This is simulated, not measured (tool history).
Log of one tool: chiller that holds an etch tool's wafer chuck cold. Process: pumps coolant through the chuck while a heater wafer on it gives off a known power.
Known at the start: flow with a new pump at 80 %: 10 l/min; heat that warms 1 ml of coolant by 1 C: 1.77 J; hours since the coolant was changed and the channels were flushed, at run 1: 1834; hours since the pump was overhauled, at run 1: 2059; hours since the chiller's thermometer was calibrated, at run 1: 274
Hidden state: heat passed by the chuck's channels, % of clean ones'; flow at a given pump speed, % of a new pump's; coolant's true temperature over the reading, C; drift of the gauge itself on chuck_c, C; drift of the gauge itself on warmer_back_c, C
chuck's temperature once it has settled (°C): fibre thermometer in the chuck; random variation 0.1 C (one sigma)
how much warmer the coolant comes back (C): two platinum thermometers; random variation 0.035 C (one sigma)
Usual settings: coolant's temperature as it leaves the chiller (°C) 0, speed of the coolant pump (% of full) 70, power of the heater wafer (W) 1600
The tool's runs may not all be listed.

run	hour	coolant's temperature as it leaves the chiller (°C)	speed of the coolant pump (% of full)	power of the heater wafer (W)	hours since the coolant was changed and the channels were flushed	hours since the pump was overhauled	hours since the chiller's thermometer was calibrated	chuck's temperature once it has settled (°C)	how much warmer the coolant comes back (C)
1	0	0	70	1600	1834	2059	274	16.7	6.62
2	57.8	0	70	1600	1892	2117	332	16.7	6.55
3	135	0	70	1600	1969	2194	409	17	6.65
4	215.7	0	70	1600	2050	2274	489	16.8	6.63
5	256.4	0	70	1600	2090	2315	530	16.9	6.67
6	335.3	0	70	1600	2169	2394	609	17.1	6.61
7	400.3	0	70	1600	2234	2459	674	17.1	6.68
8	438.6	0	70	1600	2273	2497	712	16.9	6.72
9	500.1	0	70	1868	2334	2559	774	19.8	7.83
10	573.4	2	75	2057	2407	2632	847	22.8	8.03
11	627.2	-8	70	1755	2461	2686	901	10.8	7.31
# hour 632.3: chiller's thermometer calibrated
12	708.1	-8	70	1755	2541	2766	76	10.7	7.39
13	758.4	-1	89	1370	2591	2816	126	10.9	4.46
# hour 787.5: chiller's thermometer calibrated, once more
14	843.4	-1	89	1370	2676	2900	56	11	4.43
15	903.3	-1	89	1370	2735	2960	116	11	4.48
16	964	7	99	1609	2796	3021	177	19.8	4.67
17	1028	3	70	1021	2860	3085	241	14	4.34

The same runs without the tool's hidden state, with the same run-to-run variation:
run	chuck's temperature once it has settled (°C)	how much warmer the coolant comes back (C)
1	15.4	6.28
2	15.4	6.21
3	15.6	6.3
4	15.4	6.25
5	15.4	6.29
6	15.6	6.21
7	15.6	6.27
8	15.4	6.31
9	18	7.34
10	20.8	7.51
11	8.9	6.83
12	8.8	6.89
13	9.7	4.16
14	9.7	4.11
15	9.6	4.16
16	18.4	4.33
17	12.8	4.02
